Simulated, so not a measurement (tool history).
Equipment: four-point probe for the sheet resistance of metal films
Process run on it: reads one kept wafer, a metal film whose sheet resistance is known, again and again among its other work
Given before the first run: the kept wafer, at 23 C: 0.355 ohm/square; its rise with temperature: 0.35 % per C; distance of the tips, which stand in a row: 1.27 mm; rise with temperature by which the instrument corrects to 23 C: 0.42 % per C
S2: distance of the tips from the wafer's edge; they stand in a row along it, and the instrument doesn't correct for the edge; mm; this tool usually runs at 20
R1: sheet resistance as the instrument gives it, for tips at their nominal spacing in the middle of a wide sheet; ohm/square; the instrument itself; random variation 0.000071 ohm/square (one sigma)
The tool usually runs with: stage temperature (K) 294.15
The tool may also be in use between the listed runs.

Run 1, hour 0: usual settings. Result: R1 0.357159 ohm/square.
Run 2, hour 28.3: usual settings. Result: R1 0.35717 ohm/square.
Run 3, hour 62.1: usual settings. Result: R1 0.357329 ohm/square.
Run 4, hour 100.6: usual settings. Result: R1 0.357145 ohm/square.
Run 5, hour 130.8: usual settings. Result: R1 0.357242 ohm/square.
Run 6, hour 156: usual settings. Result: R1 0.357287 ohm/square.
Run 7, hour 185.8: usual settings. Result: R1 0.357246 ohm/square.
Run 8, hour 228.1: usual settings. Result: R1 0.357368 ohm/square.
Run 9, hour 251.3: usual settings. Result: R1 0.357202 ohm/square.
Run 10, hour 273.9: usual settings. Result: R1 0.357232 ohm/square.
Run 11, hour 297.4: usual settings. Result: R1 0.357276 ohm/square.
Run 12, hour 323.7: usual settings. Result: R1 0.357145 ohm/square.
At hour 326.6: stage's thermometer calibrated.
Run 13, hour 368.4: usual settings but S2 47 mm. Result: R1 0.356586 ohm/square.
Run 14, hour 389.2: usual settings but stage temperature (K) 302.15. Result: R1 0.355517 ohm/square.
Run 15, hour 412.9: usual settings but stage temperature (K) 299.15. Result: R1 0.356112 ohm/square.
Run 16, hour 451.6: usual settings but stage temperature (K) 297.15, S2 62 mm. Result: R1 0.355924 ohm/square.
Run 17, hour 489.3: usual settings but stage temperature (K) 295.15, S2 5 mm. Result: R1 0.368307 ohm/square.
Run 18, hour 519.1: usual settings but stage temperature (K) 297.15, S2 58 mm. Result: R1 0.356004 ohm/square.
Run 19, hour 557.9: usual settings but stage temperature (K) 300.15, S2 42 mm. Result: R1 0.355483 ohm/square.
At hour 593.5: stage's thermometer calibrated, once more.
Run 20, hour 596.6: usual settings but stage temperature (K) 300.15, S2 42 mm. Result: R1 0.354337 ohm/square.
Run 21, hour 636.7: usual settings but stage temperature (K) 295.15, S2 49 mm. Result: R1 0.355419 ohm/square.

Run 22 is up next; what results do you expect?
Run 22, hour 671.2: usual settings but stage temperature (K) 295.15, S2 49 mm. Result: R1 ?.

Run 22 came out at R1 0.355373 ohm/square.
Without the tool's hidden state the same run would have given R1 0.355406 ohm/square.
